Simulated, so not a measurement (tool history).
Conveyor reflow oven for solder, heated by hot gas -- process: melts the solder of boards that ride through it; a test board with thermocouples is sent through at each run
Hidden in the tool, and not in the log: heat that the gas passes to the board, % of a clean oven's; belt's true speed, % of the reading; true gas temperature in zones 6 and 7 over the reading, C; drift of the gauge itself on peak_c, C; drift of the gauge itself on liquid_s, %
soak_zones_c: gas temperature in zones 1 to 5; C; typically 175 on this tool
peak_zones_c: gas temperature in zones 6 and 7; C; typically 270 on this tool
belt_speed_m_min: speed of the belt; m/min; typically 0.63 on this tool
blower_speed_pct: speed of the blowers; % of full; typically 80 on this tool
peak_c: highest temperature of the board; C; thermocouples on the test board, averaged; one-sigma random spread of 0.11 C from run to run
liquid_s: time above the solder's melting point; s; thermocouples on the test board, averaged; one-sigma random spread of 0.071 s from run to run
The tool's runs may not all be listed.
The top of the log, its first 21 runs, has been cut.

run	hour	soak_zones_c	peak_zones_c	belt_speed_m_min	blower_speed_pct	hours of work since the flux was cleaned out	hours of work since the belt drive was overhauled	hours of work since the thermocouples were changed	peak_c	liquid_s
22	288.5	181	270	0.63	80	41	600	513	258.8	65.14
23	303.9	187	280	0.575	60	50	608	522	267.7	78.17
24	320.7	167	270	0.63	80	59	618	531	256.9	59.43
25	331.8	175	284	0.63	80	65	624	537	270.9	68.61
26	340.4	168	262	0.531	63	70	628	542	251.5	67.75
27	349.8	175	270	0.67	80	75	634	547	256.3	57.55
28	361.8	186	270	0.63	53	81	640	553	254.8	63.76
29	374.1	186	270	0.63	53	88	647	560	254.6	63.78
30	385.4	186	270	0.63	53	94	653	566	254.8	63.73

Alternative continuations, all from the tool just after run 30; predict every row:
A	399	175	270	0.516	66	102	660	574	?	?
B	399	186	270	0.526	53	102	660	574	?	?
C	399	190	283	0.533	80	102	660	574	?	?
D	399	169	270	0.729	65	102	660	574	?	?

run	peak_c	liquid_s
A	260.4	79.01
B	259.3	80.65
C	275	88.86
D	249.5	45.69
With no hidden state in the tool, these same runs would have given:
run	peak_c	liquid_s
A	261.3	79
B	260.2	80.59
C	275.9	88.54
D	250.5	45.99
